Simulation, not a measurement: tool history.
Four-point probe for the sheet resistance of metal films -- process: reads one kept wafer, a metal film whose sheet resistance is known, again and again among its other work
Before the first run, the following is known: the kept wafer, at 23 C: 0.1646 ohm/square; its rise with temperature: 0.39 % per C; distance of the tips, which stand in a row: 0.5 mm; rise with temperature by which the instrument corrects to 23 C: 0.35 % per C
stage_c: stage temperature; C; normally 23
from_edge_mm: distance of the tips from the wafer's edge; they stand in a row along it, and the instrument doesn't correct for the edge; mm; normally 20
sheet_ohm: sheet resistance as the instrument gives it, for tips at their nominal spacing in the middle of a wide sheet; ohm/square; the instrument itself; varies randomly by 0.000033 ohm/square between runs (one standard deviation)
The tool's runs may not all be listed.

run 1 day=0 | stage_c=23 from_edge_mm=20 | sheet_ohm=0.163349
run 2 day=0.675 | stage_c=27 from_edge_mm=20 | sheet_ohm=0.163558
run 3 day=1.642 | stage_c=27 from_edge_mm=20 | sheet_ohm=0.163532
run 4 day=2.504 | stage_c=30 from_edge_mm=20 | sheet_ohm=0.163647
run 5 day=3.133 | stage_c=25 from_edge_mm=20 | sheet_ohm=0.163387
run 6 day=3.954 | stage_c=29 from_edge_mm=20 | sheet_ohm=0.16358
run 7 day=4.592 | stage_c=29 from_edge_mm=20 | sheet_ohm=0.163579
run 8 day=5.162 | stage_c=29 from_edge_mm=20 | sheet_ohm=0.163575
run 9 day=5.762 | stage_c=23 from_edge_mm=18 | sheet_ohm=0.163177
run 10 day=6.442 | stage_c=22 from_edge_mm=18 | sheet_ohm=0.1632
run 11 day=7.288 | stage_c=22 from_edge_mm=18 | sheet_ohm=0.163151
run 12 day=7.979 | stage_c=32 from_edge_mm=66 | sheet_ohm=0.163567
run 13 day=8.771 | stage_c=23 from_edge_mm=7 | sheet_ohm=0.163562
run 14 day=9.567 | stage_c=28 from_edge_mm=20 | sheet_ohm=0.163424
run 15 day=10.567 | stage_c=23 from_edge_mm=4 | sheet_ohm=0.1644
run 16 day=11.196 | stage_c=29 from_edge_mm=60 | sheet_ohm=0.163464
run 17 day=11.967 | stage_c=27 from_edge_mm=50 | sheet_ohm=0.163293
run 18 day=12.592 | stage_c=20 from_edge_mm=27 | sheet_ohm=0.162824
run 19 day=13.492 | stage_c=27 from_edge_mm=6 | sheet_ohm=0.16379
run 20 day=14.508 | stage_c=18 from_edge_mm=10 | sheet_ohm=0.162858

Measured less the same run without the tool's hidden state. The same run-to-run variation is in both; the gauge's scatter may not be:
Hidden conditions of the tool in this case: inner tips' distance over the nominal, %; tips' flats over new ones', %; wafer's true temperature over the reading, C; drift of the gauge itself on sheet_ohm, %.
run=1 sheet_ohm=-0.001322
run=2 sheet_ohm=-0.001338
run=3 sheet_ohm=-0.001358
run=4 sheet_ohm=-0.001375
run=5 sheet_ohm=-0.001387
run=6 sheet_ohm=-0.001404
run=7 sheet_ohm=-0.001416
run=8 sheet_ohm=-0.001428
run=9 sheet_ohm=-0.001437
run=10 sheet_ohm=-0.001452
run=11 sheet_ohm=-0.001468
run=12 sheet_ohm=-0.001482
run=13 sheet_ohm=-0.001503
run=14 sheet_ohm=-0.001515
run=15 sheet_ohm=-0.001546
run=16 sheet_ohm=-0.00155
run=17 sheet_ohm=-0.001563
run=18 sheet_ohm=-0.001574
run=19 sheet_ohm=-0.001598
run=20 sheet_ohm=-0.001614
